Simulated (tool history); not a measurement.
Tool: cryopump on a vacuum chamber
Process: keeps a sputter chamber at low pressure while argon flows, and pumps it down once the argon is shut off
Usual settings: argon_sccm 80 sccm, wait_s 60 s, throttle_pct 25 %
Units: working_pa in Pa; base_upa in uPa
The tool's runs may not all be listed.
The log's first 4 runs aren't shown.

run   hour  argon_sccm  wait_s  throttle_pct  hours of work since the pump was warmed up and emptied  hours of work since the cold head was overhauled  hours of work since the chamber's fittings were tightened  working_pa  base_upa
  5  112.2          80      60            25                                                     731                                               731                                                         23      0.2928      1.04
  6  144.9          80      92            25                                                     751                                               751                                                         43      0.2933      0.77
  7  176.2         106      60            25                                                     769                                               769                                                         61      0.3853      1.10
  8  202.5         106      60            25                                                     785                                               785                                                         77      0.3858      1.14
  9  222.6         106      60            25                                                     797                                               797                                                         89      0.3872      1.12
 10  265.6          80      60            16                                                     822                                               822                                                        114      0.4485      1.17
 11  298.9          80      60            16                                                     841                                               841                                                        133      0.4534      1.17
 12  345.5          80      60            25                                                     869                                               869                                                        161      0.2919      1.21
 13  373.3          80      60            25                                                     885                                               885                                                        177      0.2939      1.19
 14  406.5          80      60            25                                                     905                                               905                                                        197      0.2962      1.25
 15  442.0          45      60            25                                                     926                                               926                                                        218      0.1665      1.28
 16  478.6          45      60            25                                                     947                                               947                                                        240      0.1666      1.35
 17  524.2          85      60            25                                                     974                                               974                                                        266      0.3118      1.36
 18  566.9          38      60            45                                                    1000                                              1000                                                        292      0.0817      1.39
 19  592.6          53     219            17                                                    1015                                              1015                                                        307      0.2826      0.82
 20  639.7          34      74            58                                                    1042                                              1042                                                        334      0.0586      1.33
 21  663.7          34      74            58                                                    1057                                              1057                                                        349      0.0569      1.34
     676.3  -- pump warmed up, emptied and cooled again
 22  710.5          34      23            18                                                      20                                              1081                                                        373      0.1660      2.71
 23  756.2          80      69            30                                                      47                                              1108                                                        400      0.2347      1.29
 24  805.6          52      76            30                                                      76                                              1137                                                        429      0.1541      1.27
 25  852.0          52     103            18                                                     104                                              1165                                                        457      0.2555      1.12
 26  876.9          80     119            45                                                     118                                              1179                                                        471      0.1577      1.12

Run 27 comes next. What will it give?
 27  914.8          41     215            24                                                     141                                              1202                                                        494           ?         ?

Run 27 gave working_pa 0.1512 Pa, base_upa 0.91 uPa.
Without the tool's hidden state the same run would have given working_pa 0.1498 Pa, base_upa 0.34 uPa.

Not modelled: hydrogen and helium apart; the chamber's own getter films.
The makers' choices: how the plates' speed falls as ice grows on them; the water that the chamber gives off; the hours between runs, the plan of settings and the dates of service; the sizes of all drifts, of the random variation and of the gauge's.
